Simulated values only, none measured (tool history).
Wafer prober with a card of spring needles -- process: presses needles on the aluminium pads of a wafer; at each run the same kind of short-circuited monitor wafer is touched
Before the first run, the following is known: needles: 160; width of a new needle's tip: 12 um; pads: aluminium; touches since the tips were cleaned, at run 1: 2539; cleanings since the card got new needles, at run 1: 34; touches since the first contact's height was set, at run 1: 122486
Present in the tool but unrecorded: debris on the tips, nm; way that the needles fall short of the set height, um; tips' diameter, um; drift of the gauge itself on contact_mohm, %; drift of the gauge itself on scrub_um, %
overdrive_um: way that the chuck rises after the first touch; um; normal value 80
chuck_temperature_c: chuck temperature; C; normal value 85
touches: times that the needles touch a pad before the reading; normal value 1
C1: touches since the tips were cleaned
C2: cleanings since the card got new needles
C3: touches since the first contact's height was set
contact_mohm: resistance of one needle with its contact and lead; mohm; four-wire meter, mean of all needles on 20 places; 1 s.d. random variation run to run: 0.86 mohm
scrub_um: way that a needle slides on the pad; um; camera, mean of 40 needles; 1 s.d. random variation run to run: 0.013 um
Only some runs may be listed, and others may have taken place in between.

{"run": 1, "hour": 0.0, "overdrive_um": 80, "chuck_temperature_c": 85, "touches": 1, "C1": 2539, "C2": 34, "C3": 122486, "contact_mohm": 199.9, "scrub_um": 13.22}
{"hour": 14.5, "done": "tips cleaned on abrasive film"}
{"hour": 14.8, "done": "height of the first contact set anew"}
{"run": 2, "hour": 24.1, "overdrive_um": 80, "chuck_temperature_c": 85, "touches": 1, "C1": 2333, "C2": 35, "C3": 2333, "contact_mohm": 199.9, "scrub_um": 13.25}
{"hour": 40.9, "done": "tips cleaned on abrasive film"}
{"run": 3, "hour": 44.7, "overdrive_um": 80, "chuck_temperature_c": 85, "touches": 1, "C1": 950, "C2": 36, "C3": 7508, "contact_mohm": 199.1, "scrub_um": 13.23}
{"hour": 66.6, "done": "tips cleaned on abrasive film"}
{"run": 4, "hour": 68.6, "overdrive_um": 80, "chuck_temperature_c": 85, "touches": 1, "C1": 508, "C2": 37, "C3": 13518, "contact_mohm": 199.2, "scrub_um": 13.26}
{"hour": 92.5, "done": "tips cleaned on abrasive film"}
{"run": 5, "hour": 93.1, "overdrive_um": 80, "chuck_temperature_c": 85, "touches": 1, "C1": 161, "C2": 38, "C3": 19678, "contact_mohm": 198.9, "scrub_um": 13.27}
{"hour": 117.6, "done": "tips cleaned on abrasive film"}
{"run": 6, "hour": 121.5, "overdrive_um": 80, "chuck_temperature_c": 85, "touches": 1, "C1": 975, "C2": 39, "C3": 26807, "contact_mohm": 198.9, "scrub_um": 13.24}
{"hour": 143.1, "done": "tips cleaned on abrasive film"}
{"run": 7, "hour": 143.1, "overdrive_um": 80, "chuck_temperature_c": 85, "touches": 1, "C1": 0, "C2": 40, "C3": 32231, "contact_mohm": 197.6, "scrub_um": 13.22}
{"run": 8, "hour": 160.4, "overdrive_um": 80, "chuck_temperature_c": 85, "touches": 1, "C1": 4363, "C2": 40, "C3": 36594, "contact_mohm": 199.3, "scrub_um": 13.24}
{"hour": 168.7, "done": "tips cleaned on abrasive film"}
{"run": 9, "hour": 172.6, "overdrive_um": 80, "chuck_temperature_c": 85, "touches": 1, "C1": 978, "C2": 41, "C3": 39645, "contact_mohm": 199.0, "scrub_um": 13.26}
{"run": 10, "hour": 187.1, "overdrive_um": 70, "chuck_temperature_c": 41, "touches": 1, "C1": 4636, "C2": 41, "C3": 43303, "contact_mohm": 189.9, "scrub_um": 11.6}
{"hour": 195.6, "done": "tips cleaned on abrasive film"}
{"run": 11, "hour": 202.7, "overdrive_um": 90, "chuck_temperature_c": 30, "touches": 2, "C1": 1799, "C2": 42, "C3": 47218, "contact_mohm": 185.2, "scrub_um": 14.89}
{"hour": 220.2, "done": "tips cleaned on abrasive film"}
{"run": 12, "hour": 231.6, "overdrive_um": 90, "chuck_temperature_c": 30, "touches": 2, "C1": 2863, "C2": 43, "C3": 54476, "contact_mohm": 185.8, "scrub_um": 14.9}
{"hour": 245.3, "done": "tips cleaned on abrasive film"}
{"run": 13, "hour": 255.7, "overdrive_um": 90, "chuck_temperature_c": 30, "touches": 1, "C1": 2622, "C2": 44, "C3": 60522, "contact_mohm": 185.8, "scrub_um": 14.91}
{"hour": 271.5, "done": "tips cleaned on abrasive film"}
{"run": 14, "hour": 276.3, "overdrive_um": 81, "chuck_temperature_c": 87, "touches": 1, "C1": 1207, "C2": 45, "C3": 65707, "contact_mohm": 200.8, "scrub_um": 13.42}
{"hour": 296.4, "done": "tips cleaned on abrasive film"}
{"run": 15, "hour": 296.4, "overdrive_um": 67, "chuck_temperature_c": 90, "touches": 2, "C1": 0, "C2": 46, "C3": 70740, "contact_mohm": 200.2, "scrub_um": 11.1}

Alternative continuations, all from the tool just after run 15; predict every row:
{"run": "A", "hour": 311.6, "overdrive_um": 79, "chuck_temperature_c": 97, "touches": 1, "C1": 3851, "C2": 46, "C3": 74591, "contact_mohm": "?", "scrub_um": "?"}
{"run": "B", "hour": 311.6, "overdrive_um": 80, "chuck_temperature_c": 91, "touches": 1, "C1": 3851, "C2": 46, "C3": 74591, "contact_mohm": "?", "scrub_um": "?"}
{"run": "C", "hour": 311.6, "overdrive_um": 77, "chuck_temperature_c": 28, "touches": 1, "C1": 3851, "C2": 46, "C3": 74591, "contact_mohm": "?", "scrub_um": "?"}

run=A contact_mohm=201.7 scrub_um=13.06
run=B contact_mohm=200.3 scrub_um=13.26
run=C contact_mohm=186.4 scrub_um=12.75
Take away the tool's hidden state, keep each run's random variation, and the runs would have read:
run=A contact_mohm=201.1 scrub_um=13.07
run=B contact_mohm=199.7 scrub_um=13.27
run=C contact_mohm=185.8 scrub_um=12.76
